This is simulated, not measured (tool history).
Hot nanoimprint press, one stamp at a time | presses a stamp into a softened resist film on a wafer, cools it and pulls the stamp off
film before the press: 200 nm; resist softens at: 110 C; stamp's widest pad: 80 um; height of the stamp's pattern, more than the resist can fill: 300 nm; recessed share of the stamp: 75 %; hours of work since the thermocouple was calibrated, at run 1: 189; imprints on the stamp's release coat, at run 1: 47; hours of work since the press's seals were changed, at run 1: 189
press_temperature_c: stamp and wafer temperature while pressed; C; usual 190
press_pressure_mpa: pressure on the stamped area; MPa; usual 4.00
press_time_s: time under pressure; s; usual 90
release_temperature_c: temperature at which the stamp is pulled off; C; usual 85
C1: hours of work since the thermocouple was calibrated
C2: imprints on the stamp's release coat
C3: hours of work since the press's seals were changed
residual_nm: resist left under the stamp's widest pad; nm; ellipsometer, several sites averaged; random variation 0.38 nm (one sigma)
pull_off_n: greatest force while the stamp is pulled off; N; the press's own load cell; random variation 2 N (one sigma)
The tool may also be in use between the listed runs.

run 1 hour=0.0 | press_temperature_c=190 press_pressure_mpa=4.00 press_time_s=90 release_temperature_c=85 | C1=189 C2=47 C3=189 | residual_nm=95.4 pull_off_n=229
run 2 hour=8.4 | press_temperature_c=194 press_pressure_mpa=4.00 press_time_s=90 release_temperature_c=85 | C1=194 C2=81 C3=194 | residual_nm=78.3 pull_off_n=232
run 3 hour=18.0 | press_temperature_c=194 press_pressure_mpa=4.00 press_time_s=90 release_temperature_c=90 | C1=200 C2=120 C3=200 | residual_nm=78.5 pull_off_n=217
run 4 hour=29.2 | press_temperature_c=190 press_pressure_mpa=4.00 press_time_s=90 release_temperature_c=85 | C1=207 C2=165 C3=207 | residual_nm=95.1 pull_off_n=234
run 5 hour=36.0 | press_temperature_c=192 press_pressure_mpa=4.00 press_time_s=90 release_temperature_c=85 | C1=211 C2=192 C3=211 | residual_nm=86.6 pull_off_n=235
run 6 hour=45.8 | press_temperature_c=192 press_pressure_mpa=4.00 press_time_s=90 release_temperature_c=85 | C1=217 C2=232 C3=217 | residual_nm=87.3 pull_off_n=235
run 7 hour=55.9 | press_temperature_c=192 press_pressure_mpa=4.00 press_time_s=90 release_temperature_c=85 | C1=224 C2=273 C3=224 | residual_nm=87.3 pull_off_n=240
run 8 hour=69.8 | press_temperature_c=192 press_pressure_mpa=4.00 press_time_s=90 release_temperature_c=85 | C1=232 C2=329 C3=232 | residual_nm=87.5 pull_off_n=242
run 9 hour=79.3 | press_temperature_c=192 press_pressure_mpa=4.00 press_time_s=65 release_temperature_c=85 | C1=238 C2=367 C3=238 | residual_nm=98.8 pull_off_n=243
run 10 hour=90.3 | press_temperature_c=199 press_pressure_mpa=4.00 press_time_s=90 release_temperature_c=85 | C1=245 C2=411 C3=245 | residual_nm=61.7 pull_off_n=246
run 11 hour=103.9 | press_temperature_c=190 press_pressure_mpa=3.04 press_time_s=90 release_temperature_c=85 | C1=253 C2=466 C3=253 | residual_nm=108.0 pull_off_n=244
run 12 hour=114.5 | press_temperature_c=190 press_pressure_mpa=4.00 press_time_s=90 release_temperature_c=85 | C1=260 C2=509 C3=260 | residual_nm=97.2 pull_off_n=245
run 13 hour=121.6 | press_temperature_c=190 press_pressure_mpa=6.17 press_time_s=90 release_temperature_c=85 | C1=264 C2=538 C3=264 | residual_nm=80.9 pull_off_n=248
run 14 hour=127.3 | press_temperature_c=190 press_pressure_mpa=4.00 press_time_s=90 release_temperature_c=89 | C1=267 C2=561 C3=267 | residual_nm=97.0 pull_off_n=233
run 15 hour=137.6 | press_temperature_c=190 press_pressure_mpa=4.00 press_time_s=90 release_temperature_c=85 | C1=274 C2=602 C3=274 | residual_nm=96.9 pull_off_n=250
-- hour=145.2 plate thermocouple calibrated
run 16 hour=149.7 | press_temperature_c=192 press_pressure_mpa=4.72 press_time_s=90 release_temperature_c=85 | C1=3 C2=639 C3=279 | residual_nm=83.4 pull_off_n=256
run 17 hour=160.8 | press_temperature_c=200 press_pressure_mpa=4.00 press_time_s=53 release_temperature_c=85 | C1=10 C2=684 C3=286 | residual_nm=75.2 pull_off_n=254
-- hour=172.1 stamp cleaned and given a new release coat
run 18 hour=178.1 | press_temperature_c=200 press_pressure_mpa=4.00 press_time_s=53 release_temperature_c=85 | C1=17 C2=24 C3=293 | residual_nm=75.2 pull_off_n=232
run 19 hour=184.2 | press_temperature_c=190 press_pressure_mpa=5.73 press_time_s=90 release_temperature_c=91 | C1=20 C2=49 C3=297 | residual_nm=85.0 pull_off_n=209
run 20 hour=194.6 | press_temperature_c=190 press_pressure_mpa=2.75 press_time_s=90 release_temperature_c=80 | C1=27 C2=91 C3=303 | residual_nm=113.3 pull_off_n=255
run 21 hour=204.2 | press_temperature_c=190 press_pressure_mpa=2.75 press_time_s=90 release_temperature_c=80 | C1=33 C2=130 C3=309 | residual_nm=113.2 pull_off_n=256
run 22 hour=214.4 | press_temperature_c=190 press_pressure_mpa=4.52 press_time_s=90 release_temperature_c=79 | C1=39 C2=171 C3=315 | residual_nm=94.1 pull_off_n=263
-- hour=220.0 plate thermocouple calibrated, once more
run 23 hour=228.9 | press_temperature_c=183 press_pressure_mpa=4.00 press_time_s=100 release_temperature_c=75 | C1=5 C2=217 C3=322 | residual_nm=123.7 pull_off_n=275
run 24 hour=236.7 | press_temperature_c=183 press_pressure_mpa=4.00 press_time_s=100 release_temperature_c=75 | C1=10 C2=249 C3=327 | residual_nm=123.5 pull_off_n=275
run 25 hour=244.7 | press_temperature_c=183 press_pressure_mpa=4.00 press_time_s=100 release_temperature_c=75 | C1=15 C2=281 C3=332 | residual_nm=123.7 pull_off_n=279
run 26 hour=258.6 | press_temperature_c=183 press_pressure_mpa=4.00 press_time_s=52 release_temperature_c=85 | C1=24 C2=337 C3=341 | residual_nm=146.8 pull_off_n=240
run 27 hour=271.3 | press_temperature_c=189 press_pressure_mpa=4.00 press_time_s=99 release_temperature_c=90 | C1=32 C2=388 C3=349 | residual_nm=95.3 pull_off_n=220
run 28 hour=283.2 | press_temperature_c=189 press_pressure_mpa=4.00 press_time_s=161 release_temperature_c=75 | C1=39 C2=436 C3=356 | residual_nm=78.0 pull_off_n=280
run 29 hour=289.6 | press_temperature_c=183 press_pressure_mpa=3.14 press_time_s=90 release_temperature_c=85 | C1=43 C2=462 C3=360 | residual_nm=137.7 pull_off_n=241
run 30 hour=300.4 | press_temperature_c=192 press_pressure_mpa=4.00 press_time_s=90 release_temperature_c=92 | C1=49 C2=506 C3=366 | residual_nm=85.7 pull_off_n=218

Forecast each of these 4 alternatives for the next run:
run A hour=306.2 | press_temperature_c=190 press_pressure_mpa=2.56 press_time_s=90 release_temperature_c=92 | C1=53 C2=529 C3=370 | residual_nm=? pull_off_n=?
run B hour=306.2 | press_temperature_c=184 press_pressure_mpa=3.32 press_time_s=90 release_temperature_c=92 | C1=53 C2=529 C3=370 | residual_nm=? pull_off_n=?
run C hour=306.2 | press_temperature_c=189 press_pressure_mpa=4.00 press_time_s=133 release_temperature_c=75 | C1=53 C2=529 C3=370 | residual_nm=? pull_off_n=?
run D hour=306.2 | press_temperature_c=189 press_pressure_mpa=3.09 press_time_s=90 release_temperature_c=92 | C1=53 C2=529 C3=370 | residual_nm=? pull_off_n=?

run=A residual_nm=112.1 pull_off_n=219
run=B residual_nm=129.9 pull_off_n=215
run=C residual_nm=84.9 pull_off_n=288
run=D residual_nm=108.3 pull_off_n=218
Without the tool's hidden state the same runs would have given:
run=A residual_nm=111.2 pull_off_n=203
run=B residual_nm=128.8 pull_off_n=198
run=C residual_nm=83.9 pull_off_n=267
run=D residual_nm=107.4 pull_off_n=202
